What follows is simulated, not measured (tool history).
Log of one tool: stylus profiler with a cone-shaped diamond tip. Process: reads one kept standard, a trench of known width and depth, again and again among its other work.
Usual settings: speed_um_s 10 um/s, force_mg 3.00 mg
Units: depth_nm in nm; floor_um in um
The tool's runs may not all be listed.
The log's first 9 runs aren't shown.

| run | hour | speed_um_s | force_mg | scans with this tip | hours of work since the height scale was calibrated | depth_nm | floor_um |
|---|---|---|---|---|---|---|---|
| 10 | 466.9 | 7 | 3.00 | 16731 | 730 | 504.83 | 47.37 |
| 11 | 526.8 | 7 | 3.00 | 17223 | 778 | 504.80 | 47.28 |
|  | 599.4 | height scale calibrated on a step standard |
| 12 | 600.2 | 10 | 3.00 | 17822 | 1 | 504.55 | 47.30 |
| 13 | 670.9 | 10 | 3.00 | 18403 | 57 | 504.58 | 47.27 |
| 14 | 717.9 | 10 | 2.54 | 18789 | 95 | 504.38 | 47.27 |
| 15 | 770.0 | 19 | 3.00 | 19217 | 136 | 504.86 | 47.28 |
| 16 | 817.6 | 19 | 3.00 | 19608 | 174 | 504.99 | 47.24 |
| 17 | 871.0 | 10 | 3.00 | 20047 | 217 | 504.76 | 47.24 |
| 18 | 950.2 | 10 | 3.00 | 20697 | 280 | 504.70 | 47.29 |
| 19 | 1011.0 | 10 | 3.00 | 21197 | 328 | 504.75 | 47.29 |
| 20 | 1076.3 | 10 | 8.02 | 21733 | 381 | 509.17 | 47.28 |
| 21 | 1148.3 | 10 | 8.02 | 22325 | 438 | 509.33 | 47.31 |
| 22 | 1216.2 | 34 | 8.02 | 22883 | 492 | 509.56 | 47.22 |
| 23 | 1272.9 | 34 | 8.02 | 23349 | 537 | 509.02 | 47.29 |
| 24 | 1339.2 | 2 | 1.04 | 23893 | 590 | 502.20 | 47.31 |
| 25 | 1409.5 | 2 | 1.04 | 24471 | 646 | 502.42 | 47.29 |
| 26 | 1486.8 | 2 | 1.04 | 25105 | 708 | 502.18 | 47.31 |
|  | 1508.8 | new tip fitted, height scale calibrated |
| 27 | 1557.0 | 2 | 1.04 | 396 | 39 | 502.47 | 47.33 |

Forecast run 28:
| 28 | 1610.5 | 2 | 1.04 | 835 | 81 | ? | ? |

Run 28 gave depth_nm 502.29 nm, floor_um 47.37 um.
Without the tool's hidden state the same run would have given depth_nm 502.28 nm, floor_um 47.37 um.
